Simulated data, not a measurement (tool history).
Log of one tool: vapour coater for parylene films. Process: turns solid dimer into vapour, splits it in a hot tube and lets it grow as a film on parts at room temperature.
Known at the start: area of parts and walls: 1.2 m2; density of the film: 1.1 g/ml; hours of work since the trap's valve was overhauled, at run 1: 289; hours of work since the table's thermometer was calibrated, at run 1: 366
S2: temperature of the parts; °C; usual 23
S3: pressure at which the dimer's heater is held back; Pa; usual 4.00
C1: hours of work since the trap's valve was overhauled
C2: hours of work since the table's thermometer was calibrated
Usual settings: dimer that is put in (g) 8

Run 1, hour 0.0: usual settings; C1 289; C2 366. Result: thickness of the film (nm) 3660.
Run 2, hour 17.1: usual settings; C1 297; C2 375. Result: thickness of the film (nm) 3640.
Run 3, hour 30.8: usual settings but S2 20 °C; C1 304; C2 381. Result: thickness of the film (nm) 4130.
Run 4, hour 43.3: usual settings but S2 20 °C; C1 310; C2 388. Result: thickness of the film (nm) 4070.
Run 5, hour 71.5: usual settings but S2 16 °C; C1 324; C2 402. Result: thickness of the film (nm) 5000.
Run 6, hour 83.6: usual settings but S2 16 °C; C1 330; C2 407. Result: thickness of the film (nm) 5040.
Run 7, hour 104.9: usual settings but S2 16 °C; C1 340; C2 418. Result: thickness of the film (nm) 4950.
Run 8, hour 121.2: usual settings but S3 3.57 Pa; C1 348; C2 426. Result: thickness of the film (nm) 3690.
Run 9, hour 142.1: usual settings but S3 3.57 Pa; C1 359; C2 436. Result: thickness of the film (nm) 3620.
Run 10, hour 159.5: usual settings but S3 3.57 Pa; C1 367; C2 445. Result: thickness of the film (nm) 3630.
Run 11, hour 171.1: usual settings but S2 31 °C; C1 373; C2 451. Result: thickness of the film (nm) 2470.
Run 12, hour 183.4: usual settings but S3 7.34 Pa; C1 379; C2 457. Result: thickness of the film (nm) 3440.
Run 13, hour 196.5: usual settings but S3 7.34 Pa; C1 385; C2 463. Result: thickness of the film (nm) 3410.
At hour 219.1: trap's valve overhauled.
Run 14, hour 223.5: usual settings but S3 7.34 Pa; C1 2; C2 474. Result: thickness of the film (nm) 3550.
Run 15, hour 249.9: usual settings but S3 7.34 Pa; C1 15; C2 487. Result: thickness of the film (nm) 3570.
Run 16, hour 268.7: usual settings; C1 24; C2 497. Result: thickness of the film (nm) 3750.
Run 17, hour 291.7: usual settings; C1 36; C2 508. Result: thickness of the film (nm) 3750.
Run 18, hour 313.5: usual settings; C1 46; C2 519. Result: thickness of the film (nm) 3740.
Run 19, hour 335.1: usual settings but dimer that is put in (g) 14, S3 3.01 Pa; C1 57; C2 529. Result: thickness of the film (nm) 6790.
Run 20, hour 355.7: usual settings but dimer that is put in (g) 9, S2 29 °C, S3 3.99 Pa; C1 67; C2 539. Result: thickness of the film (nm) 3200.
Run 21, hour 380.7: usual settings but dimer that is put in (g) 9, S2 29 °C, S3 3.99 Pa; C1 80; C2 552. Result: thickness of the film (nm) 3190.
Run 22, hour 397.7: usual settings but dimer that is put in (g) 9, S2 29 °C, S3 3.99 Pa; C1 88; C2 560. Result: thickness of the film (nm) 3230.
Run 23, hour 410.5: usual settings but dimer that is put in (g) 5, S2 20 °C, S3 3.99 Pa; C1 94; C2 566. Result: thickness of the film (nm) 2670.
Run 24, hour 432.7: usual settings but dimer that is put in (g) 10, S3 7.53 Pa; C1 105; C2 577. Result: thickness of the film (nm) 4370.
Run 25, hour 448.4: usual settings but dimer that is put in (g) 10, S3 7.53 Pa; C1 113; C2 585. Result: thickness of the film (nm) 4440.
Run 26, hour 475.4: usual settings but dimer that is put in (g) 11, S3 3.61 Pa; C1 126; C2 598. Result: thickness of the film (nm) 5150.
Run 27, hour 491.7: usual settings but dimer that is put in (g) 5, S2 31 °C, S3 3.61 Pa; C1 134; C2 606. Result: thickness of the film (nm) 1620.
Run 28, hour 505.4: usual settings but dimer that is put in (g) 7, S2 20 °C; C1 141; C2 613. Result: thickness of the film (nm) 3640.
Run 29, hour 517.0: usual settings but dimer that is put in (g) 7, S2 20 °C; C1 147; C2 619. Result: thickness of the film (nm) 3770.
Run 30, hour 530.0: usual settings but dimer that is put in (g) 7, S2 20 °C; C1 153; C2 625. Result: thickness of the film (nm) 3770.
Run 31, hour 556.2: usual settings but dimer that is put in (g) 7, S2 20 °C; C1 166; C2 638. Result: thickness of the film (nm) 3740.
Run 32, hour 576.7: usual settings but dimer that is put in (g) 7, S2 20 °C; C1 176; C2 648. Result: thickness of the film (nm) 3680.
Run 33, hour 602.7: usual settings but dimer that is put in (g) 7; C1 189; C2 661. Result: thickness of the film (nm) 3240.
Run 34, hour 630.7: usual settings but dimer that is put in (g) 7; C1 203; C2 675. Result: thickness of the film (nm) 3250.
Run 35, hour 647.9: usual settings but dimer that is put in (g) 7; C1 211; C2 683. Result: thickness of the film (nm) 3310.
Run 36, hour 670.5: usual settings but S2 17 °C, S3 5.69 Pa; C1 222; C2 694. Result: thickness of the film (nm) 4660.

5 ways to go on from here, each from the tool as it stands after run 36. What would each give?
Run A, hour 697.2: usual settings but dimer that is put in (g) 9, S3 5.66 Pa; C1 235; C2 708. Result: thickness of the film (nm) ?.
Run B, hour 697.2: usual settings but dimer that is put in (g) 12, S2 21 °C, S3 3.41 Pa; C1 235; C2 708. Result: thickness of the film (nm) ?.
Run C, hour 697.2: usual settings but dimer that is put in (g) 10, S2 34 °C, S3 5.69 Pa; C1 235; C2 708. Result: thickness of the film (nm) ?.
Run D, hour 697.2: usual settings but S3 7.84 Pa; C1 235; C2 708. Result: thickness of the film (nm) ?.
Run E, hour 697.2: usual settings but dimer that is put in (g) 6, S2 17 °C, S3 5.69 Pa; C1 235; C2 708. Result: thickness of the film (nm) ?.

run  thickness of the film (nm)
  A                        4020
  B                        6150
  C                        2710
  D                        3470
  E                        3540
Without the tool's hidden state the same runs would have given:
run  thickness of the film (nm)
  A                        4110
  B                        6280
  C                        2770
  D                        3540
  E                        3610

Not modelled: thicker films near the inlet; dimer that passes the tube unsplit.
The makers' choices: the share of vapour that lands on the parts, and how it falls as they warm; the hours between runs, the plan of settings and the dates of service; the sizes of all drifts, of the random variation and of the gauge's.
